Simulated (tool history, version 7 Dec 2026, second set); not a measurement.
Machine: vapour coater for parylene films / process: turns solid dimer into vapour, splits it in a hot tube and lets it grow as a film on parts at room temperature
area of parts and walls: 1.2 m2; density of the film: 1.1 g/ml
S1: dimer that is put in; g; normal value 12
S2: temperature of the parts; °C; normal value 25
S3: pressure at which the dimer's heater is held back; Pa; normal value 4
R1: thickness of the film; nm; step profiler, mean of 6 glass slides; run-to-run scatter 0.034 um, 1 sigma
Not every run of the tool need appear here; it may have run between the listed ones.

run	hour	S1	S2	S3	R1
1	0	12	25	4	5000
2	58.7	12	25	4	4920
# hour 65.6: trap's valve overhauled
3	94.4	12	25	4	4680
4	135.1	12	25	4	4580
5	180.6	12	25	4	4540
6	222.6	12	25	7.83	4290
7	277.1	12	25	4	4310
8	307.1	12	25	2.14	4480
# hour 346: trap's valve overhauled
9	365.4	7	33	3.54	2430
# hour 390.9: trap's valve overhauled, once more
# hour 417.9: table's thermometer calibrated
10	421.3	7	35	9.43	2200
11	473	7	35	9.43	2150
12	502.1	7	35	9.43	2130
13	559	7	35	2.31	2260
14	588.8	9	35	3.09	2820

Each row is a separate what-if for the run after 14, all from the same tool condition, not one after another. Results?
A	642.1	12	21	6.03	?
B	642.1	19	24	7.25	?
C	642.1	12	32	9.78	?
D	642.1	6	25	6.83	?

run	R1
A	5500
B	7860
C	3770
D	2420
The same runs, with their run-to-run variation unchanged, on a tool lacking any hidden condition would have given:
run	R1
A	5970
B	8520
C	4090
D	2620

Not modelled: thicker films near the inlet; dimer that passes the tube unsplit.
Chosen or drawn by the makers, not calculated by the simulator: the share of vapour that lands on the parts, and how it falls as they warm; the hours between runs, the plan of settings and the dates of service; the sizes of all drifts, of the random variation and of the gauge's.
